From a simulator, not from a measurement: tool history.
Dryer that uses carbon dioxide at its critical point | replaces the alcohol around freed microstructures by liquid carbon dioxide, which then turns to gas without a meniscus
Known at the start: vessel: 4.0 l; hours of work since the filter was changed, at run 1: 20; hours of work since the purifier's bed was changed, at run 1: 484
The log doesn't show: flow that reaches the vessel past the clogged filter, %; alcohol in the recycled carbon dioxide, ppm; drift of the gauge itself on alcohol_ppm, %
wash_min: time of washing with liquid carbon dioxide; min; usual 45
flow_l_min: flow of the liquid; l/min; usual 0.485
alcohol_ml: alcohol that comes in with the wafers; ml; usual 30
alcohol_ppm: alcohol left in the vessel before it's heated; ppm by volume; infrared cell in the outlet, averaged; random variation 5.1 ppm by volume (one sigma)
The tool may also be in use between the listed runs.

run	hour	wash_min	flow_l_min	alcohol_ml	hours of work since the filter was changed	hours of work since the purifier's bed was changed	alcohol_ppm
1	0	45	0.485	30	20	484	182
2	20.9	42	0.485	30	36	499	218
3	41.2	42	0.417	30	50	514	303
4	51.3	45	0.485	30	58	521	199
5	70	45	0.485	30	71	535	198
6	86.6	45	0.485	30	83	547	216
7	109.5	45	0.485	30	100	563	226
8	119.5	45	0.485	30	107	571	217
9	135.2	45	0.485	30	119	582	234
10	145.5	45	0.485	30	126	590	232
11	158.5	45	0.367	30	136	599	387
12	177.7	45	0.367	30	149	613	410
13	195.9	45	0.367	30	163	626	398
14	216.3	45	0.485	30	177	641	258
15	232.5	45	0.772	30	189	653	195
16	247.6	54	0.485	79	200	664	264
17	262.3	27	0.731	36	211	674	312
18	277.6	35	0.81	29	222	685	211
19	288.7	31	0.421	80	230	694	1508
20	312.8	40	0.347	110	248	711	1858
21	333.9	67	0.44	30	263	726	229
22	355	67	0.44	30	278	742	235
23	370.2	43	0.395	108	289	753	1046
24	382.1	43	0.429	108	298	761	865
25	394.2	43	0.815	26	307	770	230
26	406	43	0.815	59	315	779	238
27	428.2	43	0.815	59	331	795	232
28	450.5	45	0.337	36	348	811	685
29	472.7	32	0.448	35	364	827	731

5 ways to go on from here, each from the tool as it stands after run 29. What would each give?
A	494.1	32	0.359	35	379	843	?
B	494.1	32	0.448	111	379	843	?
C	494.1	30	0.485	30	379	843	?
D	494.1	45	0.813	30	379	843	?
E	494.1	34	0.448	26	379	843	?

run	alcohol_ppm
A	1211
B	1914
C	659
D	247
E	569
Without the tool's hidden state the same runs would have given:
run	alcohol_ppm
A	665
B	1040
C	260
D	6
E	201
